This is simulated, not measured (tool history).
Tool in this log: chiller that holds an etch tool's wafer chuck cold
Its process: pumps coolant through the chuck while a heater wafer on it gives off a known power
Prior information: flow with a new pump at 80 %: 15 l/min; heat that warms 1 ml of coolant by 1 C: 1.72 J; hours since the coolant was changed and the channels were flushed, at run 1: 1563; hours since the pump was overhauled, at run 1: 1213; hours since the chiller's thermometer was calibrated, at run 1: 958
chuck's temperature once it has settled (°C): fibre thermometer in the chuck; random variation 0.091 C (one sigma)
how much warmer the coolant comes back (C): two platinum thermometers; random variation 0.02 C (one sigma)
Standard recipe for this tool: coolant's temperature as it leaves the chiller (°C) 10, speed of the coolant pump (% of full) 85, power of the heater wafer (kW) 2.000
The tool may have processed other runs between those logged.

run   hour  coolant's temperature as it leaves the chiller (°C)  speed of the coolant pump (% of full)  power of the heater wafer (kW)  hours since the coolant was changed and the channels were flushed  hours since the pump was overhauled  hours since the chiller's thermometer was calibrated  chuck's temperature once it has settled (°C)  how much warmer the coolant comes back (C)
  1    0.0                                                   10                                     85                           2.000                                                               1563                                 1213                                                   958                                         21.79                                        4.42
  2   15.6                                                   19                                     85                           2.000                                                               1578                                 1228                                                   974                                         30.79                                        4.42
  3   31.4                                                   19                                     85                           2.000                                                               1594                                 1244                                                   990                                         30.77                                        4.44
  4   62.8                                                   19                                     85                           2.000                                                               1625                                 1275                                                  1021                                         30.75                                        4.37
  5   84.1                                                   15                                     85                           2.000                                                               1647                                 1297                                                  1042                                         26.80                                        4.45
  6  100.5                                                   15                                     85                           2.000                                                               1663                                 1313                                                  1059                                         26.75                                        4.44
  7  116.2                                                   10                                     85                           2.000                                                               1679                                 1329                                                  1074                                         21.86                                        4.47
  8  146.8                                                   10                                     85                           2.000                                                               1709                                 1359                                                  1105                                         21.75                                        4.42
  9  170.5                                                   10                                     85                           2.000                                                               1733                                 1383                                                  1129                                         21.86                                        4.41
 10  187.2                                                   16                                     85                           2.000                                                               1750                                 1400                                                  1146                                         27.78                                        4.44
 11  205.9                                                   16                                     82                           2.000                                                               1768                                 1419                                                  1164                                         28.10                                        4.59
 12  237.7                                                   10                                     85                           2.000                                                               1800                                 1450                                                  1196                                         21.86                                        4.44
 13  263.5                                                   10                                     85                           2.000                                                               1826                                 1476                                                  1222                                         21.90                                        4.44
 14  285.5                                                    3                                     85                           2.000                                                               1848                                 1498                                                  1244                                         14.72                                        4.43
 15  307.7                                                    3                                     85                           2.000                                                               1870                                 1520                                                  1266                                         14.92                                        4.46
     314.9  -- coolant pump overhauled
 16  341.3                                                    3                                     85                           2.000                                                               1899                                   26                                                  1295                                         14.82                                        4.43
 17  361.3                                                    4                                     88                           1.049                                                               1919                                   46                                                  1315                                         10.08                                        2.26
 18  392.0                                                    3                                     66                           1.155                                                               1950                                   77                                                  1345                                         10.99                                        3.30
 19  425.1                                                    3                                     66                           1.155                                                               1983                                  110                                                  1378                                         11.03                                        3.31
     443.1  -- coolant pump overhauled, once more
 20  451.7                                                    1                                     64                           2.897                                                               2004                                    9                                                  1400                                         21.21                                        8.41
 21  479.7                                                    1                                     64                           2.897                                                               2032                                   37                                                  1428                                         21.20                                        8.35
 22  497.4                                                   15                                     64                           1.554                                                               2050                                   54                                                  1446                                         25.76                                        4.54
 23  515.3                                                   15                                     64                           1.554                                                               2068                                   72                                                  1464                                         25.84                                        4.48
 24  543.0                                                    7                                     94                           2.207                                                               2096                                  100                                                  1491                                         19.19                                        4.36
 25  565.9                                                    3                                     88                           2.725                                                               2118                                  123                                                  1514                                         18.60                                        5.75
 26  583.8                                                    3                                     91                           2.725                                                               2136                                  141                                                  1532                                         18.34                                        5.57
 27  620.1                                                   10                                     94                           2.000                                                               2173                                  177                                                  1568                                         21.01                                        3.96

Consider 4 possible next runs. They are alternatives, not a sequence: every one starts from the tool as it was left by run 27. What does each give?
  A  650.2                                                   19                                     94                           1.872                                                               2203                                  207                                                  1599                                             ?                                           ?
  B  650.2                                                   14                                     95                           1.373                                                               2203                                  207                                                  1599                                             ?                                           ?
  C  650.2                                                   12                                     98                           2.000                                                               2203                                  207                                                  1599                                             ?                                           ?
  D  650.2                                                   10                                     95                           1.234                                                               2203                                  207                                                  1599                                             ?                                           ?

run  chuck's temperature once it has settled (°C)  how much warmer the coolant comes back (C)
  A                                         29.21                                        3.71
  B                                         21.45                                        2.69
  C                                         22.64                                        3.80
  D                                         16.77                                        2.43
Without the tool's unlogged condition, the same runs would have read:
run  chuck's temperature once it has settled (°C)  how much warmer the coolant comes back (C)
  A                                         29.04                                        3.71
  B                                         21.33                                        2.69
  C                                         22.45                                        3.81
  D                                         16.66                                        2.43
